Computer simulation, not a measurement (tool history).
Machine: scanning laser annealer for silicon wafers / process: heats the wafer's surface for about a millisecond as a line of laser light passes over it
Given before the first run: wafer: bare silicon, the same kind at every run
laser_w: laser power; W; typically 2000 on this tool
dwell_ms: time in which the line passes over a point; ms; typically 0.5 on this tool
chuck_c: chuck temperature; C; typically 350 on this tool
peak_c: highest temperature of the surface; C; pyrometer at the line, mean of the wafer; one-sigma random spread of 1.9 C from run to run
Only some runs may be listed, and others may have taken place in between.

{"run": 1, "hour": 0.0, "laser_w": 2000, "dwell_ms": 0.5, "chuck_c": 350, "peak_c": 1127}
{"run": 2, "hour": 23.0, "laser_w": 1791, "dwell_ms": 0.5, "chuck_c": 350, "peak_c": 1052}
{"run": 3, "hour": 51.0, "laser_w": 2000, "dwell_ms": 0.5, "chuck_c": 350, "peak_c": 1123}
{"run": 4, "hour": 80.8, "laser_w": 2000, "dwell_ms": 0.5, "chuck_c": 350, "peak_c": 1118}
{"run": 5, "hour": 100.3, "laser_w": 2000, "dwell_ms": 0.5, "chuck_c": 350, "peak_c": 1119}
{"run": 6, "hour": 131.3, "laser_w": 2000, "dwell_ms": 0.5, "chuck_c": 350, "peak_c": 1119}
{"run": 7, "hour": 159.4, "laser_w": 2000, "dwell_ms": 0.5, "chuck_c": 350, "peak_c": 1119}
{"run": 8, "hour": 187.8, "laser_w": 2000, "dwell_ms": 0.431, "chuck_c": 350, "peak_c": 1058}
{"run": 9, "hour": 218.5, "laser_w": 2000, "dwell_ms": 0.431, "chuck_c": 351, "peak_c": 1058}
{"run": 10, "hour": 246.6, "laser_w": 2000, "dwell_ms": 0.431, "chuck_c": 351, "peak_c": 1053}
{"run": 11, "hour": 262.9, "laser_w": 2000, "dwell_ms": 0.431, "chuck_c": 351, "peak_c": 1055}
{"run": 12, "hour": 282.2, "laser_w": 2000, "dwell_ms": 0.431, "chuck_c": 351, "peak_c": 1054}
{"run": 13, "hour": 301.9, "laser_w": 2000, "dwell_ms": 0.431, "chuck_c": 351, "peak_c": 1050}
{"run": 14, "hour": 328.1, "laser_w": 2000, "dwell_ms": 0.431, "chuck_c": 351, "peak_c": 1052}
{"run": 15, "hour": 354.5, "laser_w": 2000, "dwell_ms": 0.431, "chuck_c": 351, "peak_c": 1048}
{"run": 16, "hour": 376.3, "laser_w": 2000, "dwell_ms": 0.431, "chuck_c": 351, "peak_c": 1049}
{"run": 17, "hour": 403.4, "laser_w": 2000, "dwell_ms": 0.431, "chuck_c": 351, "peak_c": 1046}
{"run": 18, "hour": 435.4, "laser_w": 2000, "dwell_ms": 0.431, "chuck_c": 351, "peak_c": 1048}
{"run": 19, "hour": 467.9, "laser_w": 2000, "dwell_ms": 0.431, "chuck_c": 322, "peak_c": 1014}
{"run": 20, "hour": 490.4, "laser_w": 2014, "dwell_ms": 0.544, "chuck_c": 350, "peak_c": 1142}
{"run": 21, "hour": 516.2, "laser_w": 2014, "dwell_ms": 0.544, "chuck_c": 372, "peak_c": 1163}
{"run": 22, "hour": 545.1, "laser_w": 1964, "dwell_ms": 0.501, "chuck_c": 372, "peak_c": 1110}
{"run": 23, "hour": 570.1, "laser_w": 1964, "dwell_ms": 0.501, "chuck_c": 372, "peak_c": 1110}
{"run": 24, "hour": 600.7, "laser_w": 2103, "dwell_ms": 0.484, "chuck_c": 372, "peak_c": 1138}
{"run": 25, "hour": 616.3, "laser_w": 1969, "dwell_ms": 0.5, "chuck_c": 350, "peak_c": 1086}
{"run": 26, "hour": 630.6, "laser_w": 1900, "dwell_ms": 0.601, "chuck_c": 337, "peak_c": 1123}
{"run": 27, "hour": 645.9, "laser_w": 2000, "dwell_ms": 0.399, "chuck_c": 350, "peak_c": 1009}
{"run": 28, "hour": 660.0, "laser_w": 2156, "dwell_ms": 0.404, "chuck_c": 337, "peak_c": 1047}
{"run": 29, "hour": 678.9, "laser_w": 2000, "dwell_ms": 0.362, "chuck_c": 350, "peak_c": 974}
{"run": 30, "hour": 702.2, "laser_w": 1984, "dwell_ms": 0.537, "chuck_c": 366, "peak_c": 1133}
{"run": 31, "hour": 720.6, "laser_w": 1984, "dwell_ms": 0.537, "chuck_c": 366, "peak_c": 1132}
{"run": 32, "hour": 734.6, "laser_w": 1758, "dwell_ms": 0.389, "chuck_c": 366, "peak_c": 940}
{"run": 33, "hour": 754.8, "laser_w": 1758, "dwell_ms": 0.389, "chuck_c": 366, "peak_c": 939}

Hidden state or all else? Some run-to-run changes of peak_c, split into what the settings, what came in and random variation would give without the hidden state, and what is left for the hidden state (with any gauge scatter that isn't in both results):
Unlogged tool condition in this case: light that passes the window, % of a clean one's; laser's true power over the reading, %; width of the line over the set one, %; drift of the gauge itself on peak_c, C.
Run 19 -> 20: laser_w 2000 -> 2014, dwell_ms 0.431 -> 0.544, chuck_c 322 -> 350. peak_c +128 C: hidden state -5, all else +133.
Run 26 -> 27: laser_w 1900 -> 2000, dwell_ms 0.601 -> 0.399, chuck_c 337 -> 350. peak_c -114 C: hidden state +7, all else -121.
Run 29 -> 30: laser_w 2000 -> 1984, dwell_ms 0.362 -> 0.537, chuck_c 350 -> 366. peak_c +159 C: hidden state -9, all else +168.
Run 31 -> 32: laser_w 1984 -> 1758, dwell_ms 0.537 -> 0.389. peak_c -192 C: hidden state +11, all else -203.
